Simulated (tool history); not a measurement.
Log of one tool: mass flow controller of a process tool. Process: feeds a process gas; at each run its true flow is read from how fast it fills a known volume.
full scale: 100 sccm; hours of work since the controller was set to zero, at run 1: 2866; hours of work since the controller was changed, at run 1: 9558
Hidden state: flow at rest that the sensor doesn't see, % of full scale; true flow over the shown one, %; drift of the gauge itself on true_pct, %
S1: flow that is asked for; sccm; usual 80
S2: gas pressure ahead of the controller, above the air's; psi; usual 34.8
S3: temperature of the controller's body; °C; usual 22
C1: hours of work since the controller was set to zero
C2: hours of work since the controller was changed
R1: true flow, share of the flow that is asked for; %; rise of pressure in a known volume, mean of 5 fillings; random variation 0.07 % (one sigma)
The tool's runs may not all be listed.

run 1 day=0.000 | S1=80 S2=34.8 S3=22 | C1=2866 C2=9558 | R1=94.94
run 2 day=9.150 | S1=80 S2=33.9 S3=22 | C1=3014 C2=9706 | R1=94.91
run 3 day=19.733 | S1=80 S2=33.9 S3=22 | C1=3186 C2=9877 | R1=94.81
run 4 day=28.621 | S1=80 S2=33.9 S3=29 | C1=3330 C2=10022 | R1=95.27
run 5 day=40.250 | S1=80 S2=34.8 S3=22 | C1=3518 C2=10210 | R1=94.46
run 6 day=47.483 | S1=80 S2=24.5 S3=22 | C1=3636 C2=10327 | R1=94.59
run 7 day=54.633 | S1=80 S2=24.2 S3=22 | C1=3752 C2=10443 | R1=94.52
run 8 day=63.883 | S1=80 S2=24.2 S3=22 | C1=3902 C2=10593 | R1=94.49
run 9 day=71.358 | S1=80 S2=34.8 S3=25 | C1=4023 C2=10714 | R1=94.40
run 10 day=84.242 | S1=80 S2=34.8 S3=25 | C1=4232 C2=10923 | R1=94.37
run 11 day=98.583 | S1=80 S2=34.8 S3=36 | C1=4464 C2=11156 | R1=95.11
run 12 day=105.725 | S1=80 S2=34.8 S3=36 | C1=4580 C2=11272 | R1=95.21
run 13 day=114.079 | S1=80 S2=34.8 S3=36 | C1=4715 C2=11407 | R1=95.11
run 14 day=123.954 | S1=80 S2=34.8 S3=37 | C1=4875 C2=11567 | R1=95.12
run 15 day=134.879 | S1=80 S2=34.8 S3=31 | C1=5053 C2=11744 | R1=94.41
run 16 day=149.308 | S1=80 S2=34.8 S3=31 | C1=5287 C2=11978 | R1=94.13
run 17 day=163.246 | S1=80 S2=34.8 S3=31 | C1=5512 C2=12204 | R1=94.06
run 18 day=173.142 | S1=80 S2=34.8 S3=31 | C1=5673 C2=12365 | R1=93.99
run 19 day=181.708 | S1=80 S2=34.8 S3=31 | C1=5812 C2=12504 | R1=93.77
run 20 day=195.188 | S1=80 S2=31.8 S3=31 | C1=6030 C2=12722 | R1=93.90
run 21 day=207.138 | S1=15 S2=33.5 S3=25 | C1=6224 C2=12916 | R1=84.86
-- day=214.129 controller's zero set anew
run 22 day=221.679 | S1=15 S2=33.5 S3=25 | C1=122 C2=13151 | R1=94.06
run 23 day=228.533 | S1=15 S2=40.6 S3=23 | C1=233 C2=13262 | R1=93.41
run 24 day=242.354 | S1=52 S2=22.5 S3=32 | C1=458 C2=13486 | R1=95.13
run 25 day=255.492 | S1=69 S2=29.3 S3=20 | C1=671 C2=13699 | R1=93.97
-- day=261.817 controller exchanged for a calibrated one
run 26 day=264.342 | S1=69 S2=29.3 S3=20 | C1=41 C2=41 | R1=99.25
run 27 day=274.725 | S1=69 S2=29.3 S3=20 | C1=209 C2=209 | R1=99.00
run 28 day=285.546 | S1=80 S2=34.8 S3=23 | C1=385 C2=385 | R1=99.24
run 29 day=293.433 | S1=80 S2=34.8 S3=23 | C1=513 C2=513 | R1=99.06
run 30 day=307.717 | S1=80 S2=21.2 S3=34 | C1=744 C2=744 | R1=100.41
run 31 day=319.021 | S1=80 S2=21.2 S3=34 | C1=927 C2=927 | R1=100.26
run 32 day=330.575 | S1=23 S2=26.8 S3=34 | C1=1115 C2=1115 | R1=98.51
run 33 day=343.483 | S1=23 S2=26.8 S3=34 | C1=1324 C2=1324 | R1=98.35
run 34 day=358.546 | S1=23 S2=26.8 S3=34 | C1=1568 C2=1568 | R1=98.08
run 35 day=364.946 | S1=80 S2=34.8 S3=26 | C1=1672 C2=1672 | R1=98.66
run 36 day=378.246 | S1=80 S2=39.9 S3=27 | C1=1888 C2=1888 | R1=98.54
run 37 day=392.229 | S1=32 S2=39.0 S3=24 | C1=2114 C2=2114 | R1=96.62
run 38 day=400.238 | S1=32 S2=39.0 S3=24 | C1=2244 C2=2244 | R1=96.50
run 39 day=412.129 | S1=32 S2=24.5 S3=28 | C1=2437 C2=2437 | R1=97.04

Some steps in R1 between neighbouring runs. How much of each would the tool show without its hidden state too (settings, what came in, random variation), and how much is left for the hidden state, with any gauge scatter that isn't in both results?
Run 20 -> 21: S1 80 -> 15, S2 31.8 -> 33.5, S3 31 -> 25. R1 -9.04 %: hidden state -7.80, all else -1.24.
Run 21 -> 22: controller's zero set anew. R1 +9.20 %: hidden state +9.14, all else +0.06.
Run 25 -> 26: controller exchanged for a calibrated one. R1 +5.28 %: hidden state +5.26, all else +0.02.
